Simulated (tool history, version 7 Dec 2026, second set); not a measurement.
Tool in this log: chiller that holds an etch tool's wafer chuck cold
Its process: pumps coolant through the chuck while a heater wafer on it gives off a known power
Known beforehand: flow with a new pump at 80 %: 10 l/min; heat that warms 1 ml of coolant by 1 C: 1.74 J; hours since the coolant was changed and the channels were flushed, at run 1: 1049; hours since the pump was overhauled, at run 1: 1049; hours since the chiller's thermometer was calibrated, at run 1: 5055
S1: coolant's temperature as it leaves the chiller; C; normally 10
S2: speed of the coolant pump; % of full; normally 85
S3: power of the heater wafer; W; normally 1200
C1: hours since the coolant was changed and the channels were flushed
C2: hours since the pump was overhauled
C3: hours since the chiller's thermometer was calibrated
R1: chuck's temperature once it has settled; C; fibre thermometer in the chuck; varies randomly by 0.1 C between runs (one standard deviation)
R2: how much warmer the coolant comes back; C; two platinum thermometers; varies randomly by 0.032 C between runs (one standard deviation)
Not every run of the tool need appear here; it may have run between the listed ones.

run,hour,S1,S2,S3,C1,C2,C3,R1,R2
1,0.0,10,85,1200,1049,1049,5055,24.6,4.05
2,182.6,10,85,1200,1231,1231,5238,24.8,4.06
3,343.5,10,85,1200,1392,1392,5399,24.9,4.10
# hour 458.9: chiller's thermometer calibrated
4,518.9,10,85,1200,1567,1567,60,23.5,4.06
5,667.8,10,75,1200,1716,1716,209,24.9,4.64
6,775.3,10,75,1200,1823,1823,316,25.0,4.63
7,965.2,10,85,1200,2013,2013,506,24.0,4.17
8,1163.1,10,70,1200,2211,2211,704,26.5,5.06
9,1342.8,2,85,1200,2391,2391,884,16.8,4.17
10,1432.4,2,85,1200,2480,2480,974,16.5,4.24
11,1613.9,2,85,1341,2662,2662,1155,18.9,4.73
12,1784.6,2,85,1341,2832,2832,1326,19.2,4.74
13,1869.5,10,85,606,2917,2917,1411,18.0,2.15
14,2011.6,9,62,1767,3059,3059,1553,37.8,8.57
# hour 2100.6: coolant changed, channels flushed
15,2194.3,13,62,1799,94,3236,1729,38.1,8.76
16,2320.4,6,85,1200,220,3362,1856,19.7,4.36
17,2449.2,6,85,1200,349,3491,1984,19.8,4.37
18,2578.6,3,85,1619,478,3620,2114,21.7,5.92
19,2755.8,3,85,1619,655,3798,2291,22.1,5.94
20,2903.9,10,68,1619,803,3946,2439,32.7,7.42
21,3000.2,4,80,1619,900,4042,2535,24.4,6.37
22,3179.0,13,68,1619,1078,4221,2714,36.2,7.46
23,3272.9,10,84,1468,1172,4315,2808,28.4,5.59

How the hidden state differs across the entries between the runs, from the last listed run before each to the first after it:
From run 3 to run 4: chiller's thermometer calibrated (hour 458.9)
  heat passed by the chuck's channels, % of clean ones': 91 -> 90; flow at a given pump speed, % of a new pump's: 96.5 -> 95.9; coolant's true temperature over the reading, C: 1.74 -> 0
  measured result minus the result with no hidden state, R1: +3.1 -> +1.5 C; R2: +0.14 -> +0.16 C
From run 14 to run 15: coolant changed, channels flushed (hour 2100.6)
  heat passed by the chuck's channels, % of clean ones': 81.1 -> 99.3; flow at a given pump speed, % of a new pump's: 90.9 -> 90.4; coolant's true temperature over the reading, C: 0.49 -> 0.55
  measured result minus the result with no hidden state, R1: +6.7 -> +2.6 C; R2: +0.77 -> +0.84 C
